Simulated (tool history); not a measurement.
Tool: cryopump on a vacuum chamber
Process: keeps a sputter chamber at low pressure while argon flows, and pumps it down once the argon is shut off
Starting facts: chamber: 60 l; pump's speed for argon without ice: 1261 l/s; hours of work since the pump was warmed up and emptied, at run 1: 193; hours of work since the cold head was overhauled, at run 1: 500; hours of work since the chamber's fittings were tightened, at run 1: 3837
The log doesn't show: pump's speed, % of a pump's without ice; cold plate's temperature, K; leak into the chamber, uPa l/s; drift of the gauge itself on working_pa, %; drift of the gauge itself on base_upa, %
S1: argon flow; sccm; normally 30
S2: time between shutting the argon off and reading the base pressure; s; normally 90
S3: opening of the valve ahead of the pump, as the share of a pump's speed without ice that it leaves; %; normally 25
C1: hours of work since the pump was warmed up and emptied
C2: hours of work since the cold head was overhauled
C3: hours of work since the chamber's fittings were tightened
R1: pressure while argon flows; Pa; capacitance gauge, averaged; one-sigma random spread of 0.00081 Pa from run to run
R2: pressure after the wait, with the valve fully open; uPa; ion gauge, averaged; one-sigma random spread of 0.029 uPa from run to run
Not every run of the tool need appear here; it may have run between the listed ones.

run 1 day=0.000 | S1=30 S2=90 S3=25 | C1=193 C2=500 C3=3837 | R1=0.1716 R2=2.68
run 2 day=0.483 | S1=30 S2=90 S3=25 | C1=202 C2=510 C3=3847 | R1=0.1717 R2=2.75
run 3 day=0.967 | S1=42 S2=90 S3=25 | C1=212 C2=519 C3=3856 | R1=0.2423 R2=2.75
-- day=1.308 leaking fittings of the chamber tightened, without venting
run 4 day=1.475 | S1=42 S2=90 S3=25 | C1=220 C2=527 C3=3 | R1=0.2463 R2=1.58
run 5 day=1.921 | S1=30 S2=90 S3=25 | C1=229 C2=536 C3=12 | R1=0.1736 R2=1.55
run 6 day=2.292 | S1=30 S2=90 S3=25 | C1=236 C2=544 C3=19 | R1=0.1762 R2=1.53
run 7 day=2.912 | S1=30 S2=24 S3=25 | C1=248 C2=556 C3=32 | R1=0.1768 R2=4.73
run 8 day=3.321 | S1=30 S2=24 S3=25 | C1=256 C2=564 C3=40 | R1=0.1774 R2=4.78
run 9 day=3.733 | S1=30 S2=24 S3=25 | C1=265 C2=572 C3=48 | R1=0.1767 R2=4.63
run 10 day=4.138 | S1=30 S2=90 S3=25 | C1=272 C2=580 C3=56 | R1=0.1777 R2=1.59
run 11 day=4.546 | S1=30 S2=90 S3=25 | C1=281 C2=588 C3=64 | R1=0.1798 R2=1.51
run 12 day=4.996 | S1=30 S2=90 S3=25 | C1=289 C2=597 C3=72 | R1=0.1812 R2=1.62
run 13 day=5.625 | S1=30 S2=90 S3=25 | C1=302 C2=609 C3=85 | R1=0.1818 R2=1.65
-- day=6.096 pump warmed up, emptied and cooled again
run 14 day=6.146 | S1=30 S2=90 S3=25 | C1=1 C2=615 C3=91 | R1=0.1609 R2=1.44
run 15 day=6.696 | S1=30 S2=90 S3=25 | C1=12 C2=626 C3=102 | R1=0.1619 R2=1.43
run 16 day=6.958 | S1=30 S2=90 S3=25 | C1=17 C2=631 C3=107 | R1=0.1623 R2=1.48
run 17 day=7.525 | S1=30 S2=90 S3=25 | C1=28 C2=642 C3=118 | R1=0.1612 R2=1.45
run 18 day=7.792 | S1=30 S2=90 S3=25 | C1=33 C2=648 C3=123 | R1=0.1628 R2=1.45
run 19 day=8.117 | S1=38 S2=39 S3=17 | C1=40 C2=654 C3=130 | R1=0.3025 R2=3.03
run 20 day=8.642 | S1=30 S2=67 S3=25 | C1=50 C2=664 C3=140 | R1=0.1640 R2=1.90
run 21 day=9.071 | S1=54 S2=53 S3=20 | C1=58 C2=673 C3=148 | R1=0.3707 R2=2.32
run 22 day=9.554 | S1=23 S2=50 S3=17 | C1=68 C2=682 C3=158 | R1=0.1839 R2=2.42
run 23 day=10.012 | S1=30 S2=24 S3=25 | C1=77 C2=691 C3=167 | R1=0.1647 R2=4.66
run 24 day=10.371 | S1=30 S2=24 S3=25 | C1=84 C2=698 C3=174 | R1=0.1660 R2=4.76
run 25 day=10.917 | S1=30 S2=90 S3=17 | C1=95 C2=709 C3=185 | R1=0.2430 R2=1.58
run 26 day=11.271 | S1=30 S2=90 S3=17 | C1=102 C2=716 C3=192 | R1=0.2437 R2=1.52
run 27 day=11.908 | S1=30 S2=24 S3=17 | C1=114 C2=728 C3=204 | R1=0.2426 R2=4.81
run 28 day=12.408 | S1=30 S2=94 S3=25 | C1=124 C2=738 C3=214 | R1=0.1680 R2=1.43
run 29 day=12.996 | S1=34 S2=21 S3=37 | C1=136 C2=750 C3=226 | R1=0.1324 R2=5.44
run 30 day=13.271 | S1=21 S2=53 S3=27 | C1=141 C2=755 C3=231 | R1=0.1091 R2=2.30
run 31 day=13.583 | S1=40 S2=173 S3=41 | C1=147 C2=761 C3=237 | R1=0.1412 R2=1.02
run 32 day=13.983 | S1=40 S2=173 S3=41 | C1=155 C2=769 C3=245 | R1=0.1419 R2=1.02
run 33 day=14.450 | S1=40 S2=173 S3=41 | C1=164 C2=778 C3=254 | R1=0.1431 R2=1.01

4 ways to go on from here, each from the tool as it stands after run 33. What would each give?
run A day=15.054 | S1=22 S2=90 S3=44 | C1=176 C2=790 C3=266 | R1=? R2=?
run B day=15.054 | S1=17 S2=82 S3=31 | C1=176 C2=790 C3=266 | R1=? R2=?
run C day=15.054 | S1=34 S2=173 S3=41 | C1=176 C2=790 C3=266 | R1=? R2=?
run D day=15.054 | S1=40 S2=149 S3=59 | C1=176 C2=790 C3=266 | R1=? R2=?

run=A R1=0.0748 R2=1.62
run=B R1=0.0786 R2=1.72
run=C R1=0.1227 R2=1.02
run=D R1=0.1038 R2=1.11
Had the tool no hidden state, the same runs would have come out as:
run=A R1=0.0673 R2=1.43
run=B R1=0.0728 R2=1.52
run=C R1=0.1111 R2=0.84
run=D R1=0.0900 R2=0.92
